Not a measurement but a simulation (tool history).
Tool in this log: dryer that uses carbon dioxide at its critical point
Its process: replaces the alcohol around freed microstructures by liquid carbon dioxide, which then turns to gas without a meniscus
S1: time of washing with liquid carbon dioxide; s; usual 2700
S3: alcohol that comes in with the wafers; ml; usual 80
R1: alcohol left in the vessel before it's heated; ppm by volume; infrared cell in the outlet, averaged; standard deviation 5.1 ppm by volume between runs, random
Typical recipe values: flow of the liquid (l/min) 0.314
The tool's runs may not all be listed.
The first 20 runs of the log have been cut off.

run 21 hour=577.3 | S1=2700 flow_of_the_liquid_(l/min)=0.314 S3=80 | R1=131
run 22 hour=614.4 | S1=2700 flow_of_the_liquid_(l/min)=0.314 S3=102 | R1=184
run 23 hour=640.6 | S1=2700 flow_of_the_liquid_(l/min)=0.314 S3=102 | R1=198
run 24 hour=674.6 | S1=2700 flow_of_the_liquid_(l/min)=0.208 S3=116 | R1=1376
run 25 hour=703.1 | S1=3120 flow_of_the_liquid_(l/min)=0.29 S3=116 | R1=178
run 26 hour=732.7 | S1=2400 flow_of_the_liquid_(l/min)=0.329 S3=26 | R1=123
run 27 hour=762.4 | S1=2400 flow_of_the_liquid_(l/min)=0.329 S3=26 | R1=130
run 28 hour=796.4 | S1=2280 flow_of_the_liquid_(l/min)=0.363 S3=79 | R1=226
run 29 hour=814.9 | S1=2280 flow_of_the_liquid_(l/min)=0.363 S3=79 | R1=253
-- hour=825.8 inlet filter changed
run 30 hour=844.2 | S1=2700 flow_of_the_liquid_(l/min)=0.314 S3=26 | R1=74
run 31 hour=884 | S1=2460 flow_of_the_liquid_(l/min)=0.343 S3=37 | R1=93
run 32 hour=905.8 | S1=3480 flow_of_the_liquid_(l/min)=0.194 S3=76 | R1=330
run 33 hour=943.3 | S1=1860 flow_of_the_liquid_(l/min)=0.303 S3=80 | R1=717
run 34 hour=984.5 | S1=4140 flow_of_the_liquid_(l/min)=0.314 S3=80 | R1=67
run 35 hour=1018.9 | S1=4140 flow_of_the_liquid_(l/min)=0.314 S3=97 | R1=58
run 36 hour=1040.5 | S1=4140 flow_of_the_liquid_(l/min)=0.314 S3=97 | R1=84
run 37 hour=1081.1 | S1=2700 flow_of_the_liquid_(l/min)=0.339 S3=25 | R1=88
run 38 hour=1104.7 | S1=4140 flow_of_the_liquid_(l/min)=0.487 S3=27 | R1=67
run 39 hour=1141.8 | S1=2280 flow_of_the_liquid_(l/min)=0.491 S3=35 | R1=72
run 40 hour=1160.3 | S1=2280 flow_of_the_liquid_(l/min)=0.491 S3=35 | R1=78
run 41 hour=1202.5 | S1=2280 flow_of_the_liquid_(l/min)=0.491 S3=35 | R1=76
run 42 hour=1226.1 | S1=2340 flow_of_the_liquid_(l/min)=0.328 S3=34 | R1=193
-- hour=1249.1 inlet filter changed
run 43 hour=1249.6 | S1=2760 flow_of_the_liquid_(l/min)=0.245 S3=23 | R1=125

Alternative continuations, all from the tool just after run 43; predict every row:
run A hour=1286.5 | S1=3300 flow_of_the_liquid_(l/min)=0.533 S3=80 | R1=?
run B hour=1286.5 | S1=1620 flow_of_the_liquid_(l/min)=0.222 S3=23 | R1=?
run C hour=1286.5 | S1=2700 flow_of_the_liquid_(l/min)=0.204 S3=80 | R1=?
run D hour=1286.5 | S1=2700 flow_of_the_liquid_(l/min)=0.499 S3=80 | R1=?

run=A R1=77
run=B R1=864
run=C R1=729
run=D R1=77
With no hidden state in the tool, these same runs would have given:
run=A R1=12
run=B R1=752
run=C R1=606
run=D R1=13

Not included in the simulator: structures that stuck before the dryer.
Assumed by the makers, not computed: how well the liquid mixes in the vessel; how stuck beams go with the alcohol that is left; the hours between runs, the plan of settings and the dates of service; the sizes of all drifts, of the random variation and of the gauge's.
